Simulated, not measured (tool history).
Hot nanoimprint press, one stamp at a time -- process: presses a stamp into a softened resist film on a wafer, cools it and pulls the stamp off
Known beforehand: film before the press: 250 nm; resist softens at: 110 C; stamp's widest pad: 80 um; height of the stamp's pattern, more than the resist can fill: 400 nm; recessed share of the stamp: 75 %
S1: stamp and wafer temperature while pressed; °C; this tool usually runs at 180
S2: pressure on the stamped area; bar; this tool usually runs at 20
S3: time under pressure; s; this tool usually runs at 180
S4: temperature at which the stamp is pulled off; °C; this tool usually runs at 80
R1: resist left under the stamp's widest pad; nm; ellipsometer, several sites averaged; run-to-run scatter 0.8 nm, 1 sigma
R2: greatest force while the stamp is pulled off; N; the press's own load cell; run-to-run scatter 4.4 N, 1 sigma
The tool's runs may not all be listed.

run    hour   S1    S2   S3  S4     R1   R2
  1       0  180    20  180  80  106.7  213
  2    58.7  180    20  180  80  106.4  212
  3    99.2  180    20  180  80  108.1  219
  4   158.2  180    20  180  87  107.7  184
  5     203  180    20  180  87  109.8  191
        281  -- press's hydraulic seals changed and the load cell set to zero
  6     288  180    20  180  87  108.6  195
  7   363.4  180    20  180  87  109.8  195
  8     431  180    20  180  87  109.7  203
  9   476.7  180    20  180  87  112.7  208
 10     535  180    20  180  87  111.3  209
 11   609.8  180    20  180  87  113.1  208
      644.9  -- plate thermocouple calibrated
 12   651.3  180    20  180  87  103.9  202
 13   714.5  180    20  180  80  103.2  241
 14   772.9  186    20  180  80   75.8  249
 15   860.7  184    20  180  80   85.4  245
 16     932  184    20  180  80   86.8  248
 17   998.5  188  26.6  100  80   78.6  255
 18  1070.5  180  28.5  180  80   93.7  257
 19  1145.3  176  12.9  213  85  148.7  240
 20    1220  176    20  180  80  136.5  279
 21  1262.8  179    20  180  73  117.9  302
 22  1333.7  179    20  180  73  117.5  305
 23  1369.7  169  29.4  207  87  163.2  252
     1396.8  -- stamp cleaned and given a new release coat
 24    1441  169  29.4  207  87  164.8  196
 25  1495.1  169  29.4  207  87  164.2  188
     1565.5  -- plate thermocouple calibrated
 26  1565.5  180    20  180  83  103.2  205
 27  1641.8  184  15.4   93  75    124  236
 28  1694.3  177  31.5  180  80  103.1  223
     1761.5  -- press's hydraulic seals changed and the load cell set to zero
 29  1765.5  191    20  180  80     58  230

Forecast each of these 5 alternatives for the next run:
  A  1811.8  186    20  138  78   ?   ?
  B  1811.8  180    20  181  80   ?   ?
  C  1811.8  177  22.6  137  80   ?   ?
  D  1811.8  185    20  180  87   ?   ?
  E  1811.8  180    20  213  87   ?   ?

run     R1   R2
  A     85  242
  B  105.9  228
  C  133.2  227
  D   80.9  199
  E   99.7  192
With no hidden state in the tool, these same runs would have given:
run     R1   R2
  A   82.3  221
  B  102.6  209
  C  129.3  207
  D   78.3  181
  E   96.5  175

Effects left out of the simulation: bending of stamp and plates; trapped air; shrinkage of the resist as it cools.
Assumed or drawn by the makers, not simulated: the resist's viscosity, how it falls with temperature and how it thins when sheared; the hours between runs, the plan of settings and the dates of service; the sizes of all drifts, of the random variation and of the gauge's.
